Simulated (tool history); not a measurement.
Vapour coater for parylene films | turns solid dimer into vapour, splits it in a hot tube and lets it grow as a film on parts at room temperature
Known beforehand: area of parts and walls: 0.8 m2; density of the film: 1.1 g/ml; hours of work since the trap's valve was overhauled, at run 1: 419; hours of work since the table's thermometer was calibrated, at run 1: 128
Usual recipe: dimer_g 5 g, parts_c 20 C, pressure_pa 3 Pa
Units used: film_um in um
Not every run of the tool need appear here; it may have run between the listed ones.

| run | hour | dimer_g | parts_c | pressure_pa | hours of work since the trap's valve was overhauled | hours of work since the table's thermometer was calibrated | film_um |
|---|---|---|---|---|---|---|---|
| 1 | 0 | 5 | 20 | 3 | 419 | 128 | 2.8 |
| 2 | 14.6 | 8 | 20 | 3 | 431 | 140 | 4.38 |
| 3 | 38.4 | 5 | 20 | 3 | 451 | 160 | 2.73 |
| 4 | 50.6 | 5 | 20 | 3 | 461 | 170 | 2.76 |
| 5 | 73.6 | 5 | 20 | 3 | 480 | 189 | 2.77 |
| 6 | 87.1 | 6 | 20 | 3 | 491 | 200 | 3.3 |
| 7 | 101.9 | 6 | 20 | 3 | 504 | 212 | 3.31 |
| 8 | 120.5 | 6 | 20 | 3 | 519 | 228 | 3.25 |
| 9 | 140.2 | 6 | 20 | 3 | 535 | 244 | 3.29 |
| 10 | 161.4 | 6 | 20 | 3 | 553 | 261 | 3.31 |
| 11 | 187.6 | 5 | 20 | 3 | 574 | 283 | 2.79 |
| 12 | 199.1 | 5 | 20 | 3 | 584 | 293 | 2.76 |
| 13 | 224 | 8 | 20 | 3 | 605 | 313 | 4.38 |
| 14 | 244.6 | 8 | 20 | 3 | 622 | 330 | 4.4 |
| 15 | 262.4 | 8 | 20 | 3 | 636 | 345 | 4.44 |
| 16 | 276.4 | 8 | 20 | 3 | 648 | 357 | 4.35 |
| 17 | 294.5 | 8 | 20 | 3 | 663 | 372 | 4.39 |
|  | 305.8 | trap's valve overhauled |
| 18 | 314.5 | 8 | 20 | 3 | 7 | 385 | 4.38 |
| 19 | 327.8 | 8 | 20 | 3 | 18 | 396 | 4.37 |
| 20 | 353.3 | 5 | 20 | 3 | 39 | 417 | 2.77 |
| 21 | 365.1 | 5 | 20 | 3 | 49 | 427 | 2.74 |
| 22 | 386.3 | 5 | 28 | 3 | 67 | 444 | 1.87 |
| 23 | 397.8 | 5 | 28 | 3 | 76 | 454 | 1.89 |
| 24 | 418 | 5 | 20 | 3 | 93 | 470 | 2.81 |
| 25 | 430.6 | 6 | 20 | 7.19 | 103 | 481 | 2.94 |
| 26 | 445.9 | 5 | 20 | 3.72 | 116 | 493 | 2.69 |
| 27 | 471.8 | 5 | 15 | 2.63 | 137 | 515 | 3.6 |
| 28 | 487.7 | 5 | 16 | 3 | 150 | 528 | 3.31 |
| 29 | 511.6 | 3 | 16 | 3 | 170 | 548 | 2.02 |
| 30 | 528.7 | 3 | 16 | 3 | 184 | 562 | 2.02 |
| 31 | 554.4 | 7 | 16 | 3 | 206 | 583 | 4.71 |
| 32 | 570.1 | 7 | 25 | 2.01 | 219 | 596 | 3.19 |
| 33 | 591.6 | 3 | 25 | 4.2 | 236 | 614 | 1.25 |
| 34 | 612 | 5 | 20 | 3 | 253 | 631 | 2.7 |
| 35 | 636.9 | 5 | 20 | 4.77 | 274 | 651 | 2.54 |
| 36 | 658.9 | 5 | 20 | 4.77 | 292 | 669 | 2.54 |
| 37 | 674.8 | 6 | 25 | 4.65 | 305 | 683 | 2.53 |
| 38 | 693.2 | 6 | 30 | 3.42 | 320 | 698 | 2.01 |
| 39 | 712.4 | 6 | 30 | 3.22 | 336 | 714 | 2.05 |
| 40 | 733.4 | 5 | 20 | 3 | 354 | 731 | 2.77 |
| 41 | 754.4 | 5 | 20 | 3 | 371 | 748 | 2.73 |
| 42 | 778.2 | 3 | 25 | 7.14 | 391 | 768 | 1.13 |
| 43 | 795.1 | 5 | 12 | 3 | 405 | 782 | 4.07 |
| 44 | 811.1 | 4 | 20 | 3 | 418 | 795 | 2.12 |
| 45 | 822.5 | 7 | 13 | 6.53 | 427 | 805 | 4.79 |
| 46 | 847.5 | 7 | 13 | 6.53 | 448 | 825 | 4.83 |
| 47 | 869.9 | 7 | 20 | 6.53 | 466 | 844 | 3.46 |

Each row is a separate what-if for the run after 47, all from the same tool condition, not one after another. Results?
| A | 895.9 | 7 | 16 | 3.28 | 488 | 866 | ? |
| B | 895.9 | 7 | 14 | 6.53 | 488 | 866 | ? |
| C | 895.9 | 3 | 20 | 6.53 | 488 | 866 | ? |
| D | 895.9 | 3 | 13 | 6.53 | 488 | 866 | ? |

| run | film_um |
|---|---|
| A | 4.52 |
| B | 4.6 |
| C | 1.47 |
| D | 2.06 |
Without the tool's hidden state the same runs would have given:
| run | film_um |
|---|---|
| A | 4.54 |
| B | 4.62 |
| C | 1.48 |
| D | 2.07 |
